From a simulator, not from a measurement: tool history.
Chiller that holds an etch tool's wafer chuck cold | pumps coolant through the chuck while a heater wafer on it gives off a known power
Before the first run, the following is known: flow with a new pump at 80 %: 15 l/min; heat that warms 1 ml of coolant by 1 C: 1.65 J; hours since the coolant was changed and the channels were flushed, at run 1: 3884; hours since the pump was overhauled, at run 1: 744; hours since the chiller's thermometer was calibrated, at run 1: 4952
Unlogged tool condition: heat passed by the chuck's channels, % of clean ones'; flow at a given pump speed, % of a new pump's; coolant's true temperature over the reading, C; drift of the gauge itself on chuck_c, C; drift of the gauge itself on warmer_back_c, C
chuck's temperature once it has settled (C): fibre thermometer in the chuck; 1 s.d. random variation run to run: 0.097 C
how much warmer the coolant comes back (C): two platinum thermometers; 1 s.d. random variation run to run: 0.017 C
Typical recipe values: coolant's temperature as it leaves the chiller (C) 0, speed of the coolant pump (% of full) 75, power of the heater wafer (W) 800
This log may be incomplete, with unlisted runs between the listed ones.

run	day	coolant's temperature as it leaves the chiller (C)	speed of the coolant pump (% of full)	power of the heater wafer (W)	hours since the coolant was changed and the channels were flushed	hours since the pump was overhauled	hours since the chiller's thermometer was calibrated	chuck's temperature once it has settled (C)	how much warmer the coolant comes back (C)
1	0	0	75	800	3884	744	4952	5.08	2.09
2	0.954	0	90	800	3907	767	4975	4.28	1.74
3	1.704	0	90	800	3925	785	4993	4.36	1.74
4	2.892	0	90	800	3954	813	5021	4.15	1.74
5	4.15	0	90	800	3984	843	5051	4.42	1.76
6	5.221	0	85	800	4010	869	5077	4.59	1.86
7	5.925	0	85	800	4027	886	5094	4.77	1.83
8	6.458	0	85	800	4039	899	5107	4.53	1.82
9	7.196	0	88	800	4057	916	5125	4.64	1.81
10	8.217	0	88	800	4082	941	5149	4.5	1.77
11	8.9	8	75	800	4098	957	5166	12.96	2.07
12	9.875	8	75	800	4121	981	5189	13.11	2.09
13	10.721	8	75	800	4142	1001	5209	13.08	2.1
14	11.292	0	75	422	4155	1015	5223	2.39	1.1
15	12.508	0	75	422	4185	1044	5252	2.43	1.1
16	13.667	0	75	422	4212	1072	5280	2.53	1.13
17	14.179	-1	75	1098	4225	1084	5292	6.36	2.87
18	15.179	-4	62	1098	4249	1108	5316	4.3	3.43

Estimate the outcome of run 19 from the log above:
19	15.983	2	80	588	4268	1127	5335	?	?

Run 19 came out at chuck's temperature once it has settled (C) 5.25, how much warmer the coolant comes back (C) 1.44.
Minus the tool's unlogged condition, the same run would have read chuck's temperature once it has settled (C) 5.43, how much warmer the coolant comes back (C) 1.42.
